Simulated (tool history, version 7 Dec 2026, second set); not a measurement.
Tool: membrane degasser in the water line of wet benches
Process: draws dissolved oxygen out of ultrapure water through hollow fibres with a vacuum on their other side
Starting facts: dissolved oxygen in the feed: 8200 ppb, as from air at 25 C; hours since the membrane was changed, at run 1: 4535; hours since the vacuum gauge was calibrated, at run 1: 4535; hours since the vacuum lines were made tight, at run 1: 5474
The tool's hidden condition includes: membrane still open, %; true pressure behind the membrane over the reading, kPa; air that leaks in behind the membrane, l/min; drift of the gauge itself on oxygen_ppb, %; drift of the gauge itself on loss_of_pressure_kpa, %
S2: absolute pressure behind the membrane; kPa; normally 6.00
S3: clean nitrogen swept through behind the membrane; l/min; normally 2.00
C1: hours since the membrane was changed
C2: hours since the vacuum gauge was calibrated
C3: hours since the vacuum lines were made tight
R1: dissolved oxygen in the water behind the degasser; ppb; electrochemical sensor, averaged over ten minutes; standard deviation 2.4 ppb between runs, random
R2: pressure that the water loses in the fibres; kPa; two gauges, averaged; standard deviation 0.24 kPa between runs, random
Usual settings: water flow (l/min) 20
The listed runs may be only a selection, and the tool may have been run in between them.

{"run": 1, "hour": 0.0, "water flow (l/min)": 20, "S2": 6.0, "S3": 2.0, "C1": 4535, "C2": 4535, "C3": 5474, "R1": 274.3, "R2": 65.61}
{"hour": 140.2, "done": "vacuum gauge calibrated"}
{"run": 2, "hour": 144.8, "water flow (l/min)": 20, "S2": 6.0, "S3": 2.0, "C1": 4679, "C2": 5, "C3": 5619, "R1": 272.2, "R2": 65.44}
{"run": 3, "hour": 289.9, "water flow (l/min)": 20, "S2": 6.0, "S3": 2.0, "C1": 4824, "C2": 150, "C3": 5764, "R1": 272.7, "R2": 65.59}
{"run": 4, "hour": 376.1, "water flow (l/min)": 20, "S2": 6.0, "S3": 2.0, "C1": 4910, "C2": 236, "C3": 5850, "R1": 273.5, "R2": 65.78}
{"run": 5, "hour": 463.2, "water flow (l/min)": 20, "S2": 6.0, "S3": 2.0, "C1": 4997, "C2": 323, "C3": 5937, "R1": 277.0, "R2": 65.28}
{"run": 6, "hour": 669.8, "water flow (l/min)": 20, "S2": 6.0, "S3": 2.0, "C1": 5204, "C2": 530, "C3": 6144, "R1": 282.1, "R2": 66.22}
{"run": 7, "hour": 852.6, "water flow (l/min)": 20, "S2": 6.0, "S3": 2.0, "C1": 5387, "C2": 712, "C3": 6327, "R1": 284.9, "R2": 66.03}
{"run": 8, "hour": 993.1, "water flow (l/min)": 20, "S2": 6.0, "S3": 2.0, "C1": 5527, "C2": 853, "C3": 6467, "R1": 285.8, "R2": 65.74}
{"run": 9, "hour": 1127.8, "water flow (l/min)": 20, "S2": 6.0, "S3": 2.0, "C1": 5662, "C2": 988, "C3": 6602, "R1": 280.6, "R2": 66.57}
{"hour": 1161.9, "done": "seals of the vacuum lines changed"}
{"hour": 1182.1, "done": "vacuum gauge calibrated, once more"}
{"run": 10, "hour": 1270.5, "water flow (l/min)": 20, "S2": 14.81, "S3": 2.0, "C1": 5802, "C2": 88, "C3": 108, "R1": 461.0, "R2": 65.66}
{"run": 11, "hour": 1368.3, "water flow (l/min)": 18, "S2": 6.0, "S3": 2.0, "C1": 5900, "C2": 186, "C3": 206, "R1": 210.2, "R2": 60.14}
{"run": 12, "hour": 1481.1, "water flow (l/min)": 18, "S2": 6.0, "S3": 5.55, "C1": 6013, "C2": 299, "C3": 319, "R1": 173.7, "R2": 59.51}
{"run": 13, "hour": 1661.3, "water flow (l/min)": 18, "S2": 6.0, "S3": 5.55, "C1": 6193, "C2": 479, "C3": 499, "R1": 174.7, "R2": 59.62}

The next listed run, before its measurement:
{"run": 14, "hour": 1866.0, "water flow (l/min)": 14, "S2": 4.51, "S3": 2.84, "C1": 6398, "C2": 684, "C3": 704, "R1": "?", "R2": "?"}

R1: 85.6 ppb
R2: 46.44 kPa
Without the tool's hidden state the same run would have given R1 72.6 ppb, R2 44.58 kPa.
